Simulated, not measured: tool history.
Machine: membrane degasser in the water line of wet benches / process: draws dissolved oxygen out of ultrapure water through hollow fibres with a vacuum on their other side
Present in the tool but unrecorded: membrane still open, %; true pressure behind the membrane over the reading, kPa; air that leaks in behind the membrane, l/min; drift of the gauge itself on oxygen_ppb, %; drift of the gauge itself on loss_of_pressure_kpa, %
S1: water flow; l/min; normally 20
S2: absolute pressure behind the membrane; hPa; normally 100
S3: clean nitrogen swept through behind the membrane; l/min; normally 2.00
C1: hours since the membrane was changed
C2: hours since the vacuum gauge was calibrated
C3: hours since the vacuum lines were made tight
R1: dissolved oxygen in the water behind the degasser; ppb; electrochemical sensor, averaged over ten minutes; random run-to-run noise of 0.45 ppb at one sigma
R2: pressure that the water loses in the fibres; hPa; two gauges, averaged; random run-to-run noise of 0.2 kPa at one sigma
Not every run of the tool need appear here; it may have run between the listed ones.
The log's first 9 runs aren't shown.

run	hour	S1	S2	S3	C1	C2	C3	R1	R2
10	1568.2	20	100	2.00	2924	937	3453	163.9	429.3
11	1773.2	20	100	2.00	3129	1142	3658	163.6	431.2
12	1971.2	20	100	2.00	3327	1340	3856	163.1	424.8
13	2059.0	20	100	2.00	3415	1427	3943	164.2	425.0
14	2238.8	20	100	2.00	3595	1607	4123	164.6	430.4
15	2418.8	20	100	2.00	3775	1787	4303	164.4	426.8
16	2626.0	18	100	2.00	3982	1995	4510	148.8	386.0
17	2750.6	18	100	2.00	4107	2119	4635	148.7	385.8
18	2858.8	20	134	2.47	4215	2227	4743	200.5	429.3
19	3049.6	21	114	5.79	4406	2418	4934	78.5	447.9
20	3140.2	21	194	0.83	4496	2509	5025	829.7	450.0
21	3282.3	20	185	1.14	4638	2651	5167	583.1	427.2
22	3492.5	20	80	4.36	4848	2861	5377	58.7	430.6
23	3689.6	20	80	4.36	5046	3058	5574	58.9	429.2
24	3877.6	28	113	4.02	5234	3246	5762	146.6	598.9
25	4073.3	20	91	2.03	5429	3442	5958	143.2	431.8
26	4273.5	21	67	2.00	5630	3642	6158	92.8	448.2
27	4432.6	19	81	2.00	5789	3801	6317	115.5	408.7
28	4560.7	20	200	2.00	5917	3929	6445	393.6	427.4

Estimate the outcome of run 29 from the log above:
29	4650.8	30	126	3.58	6007	4019	6535	?	?

R1: 200.2 ppb
R2: 645.0 hPa
Minus the tool's unlogged condition, the same run would have read R1 194.8 ppb, R2 644.8 hPa.
